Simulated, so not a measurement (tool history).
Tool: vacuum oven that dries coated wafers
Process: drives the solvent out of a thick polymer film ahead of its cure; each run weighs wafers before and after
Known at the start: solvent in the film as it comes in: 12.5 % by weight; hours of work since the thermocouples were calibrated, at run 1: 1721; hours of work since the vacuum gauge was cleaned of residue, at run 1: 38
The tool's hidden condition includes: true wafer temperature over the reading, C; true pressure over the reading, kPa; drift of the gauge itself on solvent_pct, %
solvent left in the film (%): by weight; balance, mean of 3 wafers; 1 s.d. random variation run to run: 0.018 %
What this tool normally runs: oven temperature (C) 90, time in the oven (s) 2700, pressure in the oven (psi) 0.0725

run	hour	oven temperature (C)	time in the oven (s)	pressure in the oven (psi)	hours of work since the thermocouples were calibrated	hours of work since the vacuum gauge was cleaned of residue	solvent left in the film (%)
1	0	90	2700	0.0725	1721	38	0.72
# hour 28.6: oven's thermocouples calibrated
2	47.2	105	2700	0.0725	12	68	0.2
3	103.6	105	2700	0.0725	50	105	0.25
4	167.7	90	2700	0.0725	92	148	0.71
5	252.6	90	2700	0.0725	149	204	0.73
6	301.9	90	2340	0.0725	182	237	0.97
7	358.2	90	2340	0.0725	219	274	0.93
8	425	90	2340	0.0725	263	319	0.94
9	488.3	90	2340	0.0725	306	361	0.93
10	560.4	90	2340	0.0725	353	409	0.94
11	615.8	90	2700	0.0725	390	446	0.74
12	702.3	90	2700	0.0725	448	503	0.74
13	782.9	90	2700	0.0725	501	557	0.74
14	822.5	90	2700	0.0725	528	583	0.71
15	864.6	90	2700	0.0725	556	611	0.75
16	902.4	90	2700	0.0725	581	636	0.73
17	968	90	2700	0.0725	624	680	0.73
18	1030.2	102	2700	0.0725	666	721	0.25
19	1116.4	90	2700	0.0725	723	778	0.71
20	1167	90	2700	0.2384	757	812	1.52
21	1216.4	90	2700	0.0725	789	845	0.72
22	1292.8	90	2700	0.0725	840	895	0.75
23	1338.3	90	2700	0.0725	870	926	0.72
24	1391.3	90	2700	0.0725	906	961	0.74
25	1463.5	103	4020	0.0725	954	1009	0.23
26	1518.8	80	4620	0.2116	990	1046	1.89
27	1599.7	95	1980	0.1688	1044	1099	1.12
28	1634.5	90	1680	0.0471	1067	1123	1.51
29	1695.5	100	1680	0.0471	1108	1163	0.54
30	1737.3	97	1620	0.0999	1135	1191	1.01
31	1774.6	76	1800	0.037	1160	1216	3.63
32	1835.1	76	1800	0.037	1200	1256	3.65
33	1910.7	76	1800	0.037	1251	1306	3.63
34	1973.3	90	3960	0.0983	1292	1348	0.57
35	2023.7	90	3960	0.0983	1326	1381	0.59
36	2108.4	90	2640	0.0983	1382	1437	0.89
37	2143.9	99	3360	0.0703	1406	1461	0.26
38	2222.2	87	3360	0.096	1458	1513	0.83
39	2304.8	98	3360	0.0641	1513	1568	0.27
40	2372.3	98	1740	0.0447	1557	1613	0.65
41	2418.2	104	4260	0.2411	1588	1643	0.7
42	2503.9	75	2700	0.0493	1645	1700	2.51
43	2548.8	75	2700	0.0493	1675	1730	2.51
44	2602.5	75	2700	0.0493	1710	1766	2.5
# hour 2641.7: oven's thermocouples calibrated
45	2677.4	75	2700	0.0493	24	1814	2.52
46	2712.6	75	2700	0.0493	47	1838	2.51

Across each entry between runs, compare the hidden state at the last listed run before it with the hidden state at the first listed run after it:
Between runs 1 and 2: oven's thermocouples calibrated (hour 28.6)
  true wafer temperature over the reading, C: 0.06 -> 0
Between runs 44 and 45: oven's thermocouples calibrated (hour 2641.7)
  true wafer temperature over the reading, C: 0.07 -> 0.01

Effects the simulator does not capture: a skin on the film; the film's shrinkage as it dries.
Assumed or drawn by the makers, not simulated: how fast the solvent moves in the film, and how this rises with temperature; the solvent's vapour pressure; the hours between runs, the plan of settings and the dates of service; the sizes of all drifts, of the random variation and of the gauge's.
